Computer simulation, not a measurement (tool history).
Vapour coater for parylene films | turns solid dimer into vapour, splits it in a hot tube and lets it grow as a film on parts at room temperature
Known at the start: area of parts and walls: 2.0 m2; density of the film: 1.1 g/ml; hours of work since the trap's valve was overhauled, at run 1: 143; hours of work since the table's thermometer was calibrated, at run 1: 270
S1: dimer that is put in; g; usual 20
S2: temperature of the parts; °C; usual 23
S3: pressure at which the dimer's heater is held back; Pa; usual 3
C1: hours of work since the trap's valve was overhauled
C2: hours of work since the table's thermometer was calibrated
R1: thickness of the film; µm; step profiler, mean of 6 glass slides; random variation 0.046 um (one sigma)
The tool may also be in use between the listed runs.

{"run": 1, "hour": 0.0, "S1": 20, "S2": 23, "S3": 3, "C1": 143, "C2": 270, "R1": 6.63}
{"run": 2, "hour": 7.7, "S1": 20, "S2": 23, "S3": 3, "C1": 149, "C2": 275, "R1": 6.73}
{"run": 3, "hour": 15.9, "S1": 20, "S2": 23, "S3": 3, "C1": 154, "C2": 280, "R1": 6.65}
{"run": 4, "hour": 31.5, "S1": 20, "S2": 23, "S3": 3, "C1": 165, "C2": 291, "R1": 6.57}
{"run": 5, "hour": 44.0, "S1": 20, "S2": 23, "S3": 3, "C1": 173, "C2": 299, "R1": 6.61}
{"run": 6, "hour": 51.7, "S1": 20, "S2": 20, "S3": 3, "C1": 178, "C2": 304, "R1": 7.01}
{"run": 7, "hour": 65.6, "S1": 20, "S2": 20, "S3": 3, "C1": 188, "C2": 314, "R1": 6.91}
{"run": 8, "hour": 74.8, "S1": 20, "S2": 23, "S3": 3, "C1": 194, "C2": 320, "R1": 6.48}
{"run": 9, "hour": 82.2, "S1": 20, "S2": 23, "S3": 3, "C1": 199, "C2": 325, "R1": 6.5}
{"run": 10, "hour": 89.4, "S1": 10, "S2": 23, "S3": 3, "C1": 204, "C2": 330, "R1": 3.25}
{"run": 11, "hour": 100.6, "S1": 12, "S2": 23, "S3": 3, "C1": 211, "C2": 337, "R1": 3.92}
{"run": 12, "hour": 111.1, "S1": 12, "S2": 23, "S3": 3, "C1": 218, "C2": 344, "R1": 3.93}
{"run": 13, "hour": 118.9, "S1": 20, "S2": 23, "S3": 3, "C1": 223, "C2": 350, "R1": 6.54}
{"run": 14, "hour": 125.4, "S1": 20, "S2": 29, "S3": 3, "C1": 228, "C2": 354, "R1": 5.78}
{"run": 15, "hour": 139.3, "S1": 20, "S2": 23, "S3": 3, "C1": 237, "C2": 363, "R1": 6.5}
{"run": 16, "hour": 151.7, "S1": 20, "S2": 23, "S3": 3, "C1": 246, "C2": 372, "R1": 6.45}
{"run": 17, "hour": 165.4, "S1": 20, "S2": 23, "S3": 3, "C1": 255, "C2": 381, "R1": 6.47}
{"run": 18, "hour": 179.7, "S1": 13, "S2": 23, "S3": 6.66, "C1": 264, "C2": 391, "R1": 3.48}
{"run": 19, "hour": 192.7, "S1": 20, "S2": 34, "S3": 8.84, "C1": 273, "C2": 399, "R1": 4.13}
{"run": 20, "hour": 208.3, "S1": 20, "S2": 34, "S3": 8.84, "C1": 284, "C2": 410, "R1": 4.08}
{"run": 21, "hour": 217.9, "S1": 20, "S2": 34, "S3": 8.84, "C1": 290, "C2": 416, "R1": 4.08}
{"run": 22, "hour": 225.1, "S1": 12, "S2": 20, "S3": 3, "C1": 295, "C2": 421, "R1": 4.04}
{"run": 23, "hour": 234.6, "S1": 12, "S2": 20, "S3": 3, "C1": 301, "C2": 428, "R1": 4.06}
{"run": 24, "hour": 250.2, "S1": 13, "S2": 24, "S3": 3, "C1": 312, "C2": 438, "R1": 4.08}
{"run": 25, "hour": 263.5, "S1": 22, "S2": 30, "S3": 3, "C1": 321, "C2": 447, "R1": 6.07}
{"run": 26, "hour": 270.6, "S1": 17, "S2": 23, "S3": 3, "C1": 326, "C2": 452, "R1": 5.38}
{"run": 27, "hour": 277.4, "S1": 34, "S2": 16, "S3": 2.78, "C1": 330, "C2": 456, "R1": 12.52}
{"run": 28, "hour": 286.1, "S1": 34, "S2": 16, "S3": 2.78, "C1": 336, "C2": 462, "R1": 12.31}
{"run": 29, "hour": 296.6, "S1": 8, "S2": 23, "S3": 4.38, "C1": 343, "C2": 469, "R1": 2.32}
{"run": 30, "hour": 312.1, "S1": 20, "S2": 23, "S3": 3, "C1": 354, "C2": 480, "R1": 6.25}
{"run": 31, "hour": 318.3, "S1": 20, "S2": 23, "S3": 3, "C1": 358, "C2": 484, "R1": 6.28}
{"run": 32, "hour": 332.5, "S1": 13, "S2": 28, "S3": 2.38, "C1": 367, "C2": 493, "R1": 3.91}
{"run": 33, "hour": 345.1, "S1": 24, "S2": 28, "S3": 2.38, "C1": 376, "C2": 502, "R1": 7.18}

Forecast each of these 4 alternatives for the next run:
{"run": "A", "hour": 356.2, "S1": 20, "S2": 33, "S3": 9.76, "C1": 383, "C2": 509, "R1": "?"}
{"run": "B", "hour": 356.2, "S1": 24, "S2": 28, "S3": 2.38, "C1": 383, "C2": 509, "R1": "?"}
{"run": "C", "hour": 356.2, "S1": 33, "S2": 23, "S3": 3, "C1": 383, "C2": 509, "R1": "?"}
{"run": "D", "hour": 356.2, "S1": 20, "S2": 29, "S3": 5.2, "C1": 383, "C2": 509, "R1": "?"}

run=A R1=3.97
run=B R1=7.19
run=C R1=10.3
run=D R1=4.97
Without the tool's hidden state the same runs would have given:
run=A R1=4.37
run=B R1=7.91
run=C R1=11.33
run=D R1=5.47
